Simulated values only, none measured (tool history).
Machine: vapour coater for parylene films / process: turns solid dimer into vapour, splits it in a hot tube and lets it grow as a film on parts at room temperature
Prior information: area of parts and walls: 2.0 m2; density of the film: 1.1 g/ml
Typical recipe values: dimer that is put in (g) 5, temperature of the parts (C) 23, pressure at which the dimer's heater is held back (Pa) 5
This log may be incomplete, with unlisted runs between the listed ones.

| run | day | dimer that is put in (g) | temperature of the parts (C) | pressure at which the dimer's heater is held back (Pa) | thickness of the film (um) |
|---|---|---|---|---|---|
| 1 | 0 | 5 | 23 | 5 | 1.618 |
|  | 1.117 | table's thermometer calibrated |
| 2 | 1.467 | 5 | 23 | 5 | 1.591 |
| 3 | 2.462 | 8 | 23 | 5 | 2.534 |
| 4 | 4.15 | 8 | 23 | 5 | 2.504 |
| 5 | 5.733 | 8 | 23 | 5 | 2.505 |
| 6 | 7.608 | 8 | 23 | 5 | 2.499 |
| 7 | 8.592 | 8 | 23 | 5 | 2.491 |
| 8 | 11.038 | 5 | 16 | 3.41 | 2.07 |
| 9 | 12.808 | 4 | 19 | 3.9 | 1.469 |
|  | 14.608 | trap's valve overhauled |
| 10 | 15.042 | 3 | 27 | 3.1 | 0.915 |
| 11 | 16.296 | 3 | 16 | 3.73 | 1.281 |
| 12 | 17.775 | 6 | 23 | 5 | 1.942 |
| 13 | 19.396 | 6 | 15 | 5.65 | 2.442 |

Predict each of these 5 candidate next runs independently; none follows another, all start after run 13:
| A | 21.412 | 3 | 17 | 5.65 | ? |
| B | 21.412 | 7 | 15 | 5.65 | ? |
| C | 21.412 | 8 | 23 | 11.82 | ? |
| D | 21.412 | 5 | 15 | 5.65 | ? |
| E | 21.412 | 6 | 15 | 5.05 | ? |

| run | thickness of the film (um) |
|---|---|
| A | 1.137 |
| B | 2.844 |
| C | 2.218 |
| D | 2.026 |
| E | 2.484 |
Had the tool no hidden state, the same runs would have come out as:
| run | thickness of the film (um) |
|---|---|
| A | 1.154 |
| B | 2.887 |
| C | 2.251 |
| D | 2.057 |
| E | 2.521 |

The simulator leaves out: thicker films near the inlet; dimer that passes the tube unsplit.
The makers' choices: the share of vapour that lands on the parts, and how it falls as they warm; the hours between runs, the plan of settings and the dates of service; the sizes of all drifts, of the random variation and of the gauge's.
